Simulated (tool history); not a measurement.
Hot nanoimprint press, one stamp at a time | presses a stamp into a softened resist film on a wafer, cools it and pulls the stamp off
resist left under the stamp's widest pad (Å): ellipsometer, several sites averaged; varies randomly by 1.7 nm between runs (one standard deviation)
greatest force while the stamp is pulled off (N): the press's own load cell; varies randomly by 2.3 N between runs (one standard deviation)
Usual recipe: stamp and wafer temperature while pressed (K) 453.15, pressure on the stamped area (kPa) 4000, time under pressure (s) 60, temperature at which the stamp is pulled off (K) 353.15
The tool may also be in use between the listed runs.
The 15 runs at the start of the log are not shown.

run	day	stamp and wafer temperature while pressed (K)	pressure on the stamped area (kPa)	time under pressure (s)	temperature at which the stamp is pulled off (K)	hours of work since the thermocouple was calibrated	imprints on the stamp's release coat	hours of work since the press's seals were changed	resist left under the stamp's widest pad (Å)	greatest force while the stamp is pulled off (N)
16	26.046	463.15	4000	97	353.15	255	1216	253	1368	144
17	28.125	463.15	4000	97	353.15	282	1378	280	1354	145
18	29.846	453.15	4000	60	352.15	304	1512	302	2626	152
19	31.546	453.15	4000	60	352.15	326	1645	323	2630	157
# day 33.496: plate thermocouple calibrated
20	34.208	453.15	4000	60	352.15	9	1843	356	2748	164
21	35.871	460.15	2920	44	346.15	30	1973	377	2561	198
22	38.15	460.15	3390	44	356.15	60	2150	406	2399	166
# day 40.383: stamp cleaned and given a new release coat
23	40.392	453.15	2460	49	353.15	85	1	432	3405	103
24	42.15	445.15	4000	60	353.15	108	138	455	3723	107
25	43.979	445.15	4000	60	353.15	131	280	478	3706	107
26	45.254	453.15	4000	118	353.15	147	380	494	2079	117
27	47.225	453.15	4000	118	353.15	173	534	520	2077	121
28	48.592	453.15	3260	60	359.15	190	640	537	2883	110
29	49.796	443.15	2790	60	359.15	206	734	553	4186	106
30	51.058	453.15	4000	107	361.15	222	833	569	2137	109

Here are 4 independent what-if runs from the current tool condition. What would each one return?
A	53.088	453.15	5460	48	352.15	248	991	595	?	?
B	53.088	460.15	4000	36	358.15	248	991	595	?	?
C	53.088	443.15	3730	107	361.15	248	991	595	?	?
D	53.088	453.15	4000	60	354.15	248	991	595	?	?

run	resist left under the stamp's widest pad (Å)	greatest force while the stamp is pulled off (N)
A	2550	138
B	2343	117
C	3464	109
D	2677	126
With the hidden condition removed and each run's random variation left untouched, the same runs would have given:
run	resist left under the stamp's widest pad (Å)	greatest force while the stamp is pulled off (N)
A	2667	108
B	2454	92
C	3618	86
D	2811	99
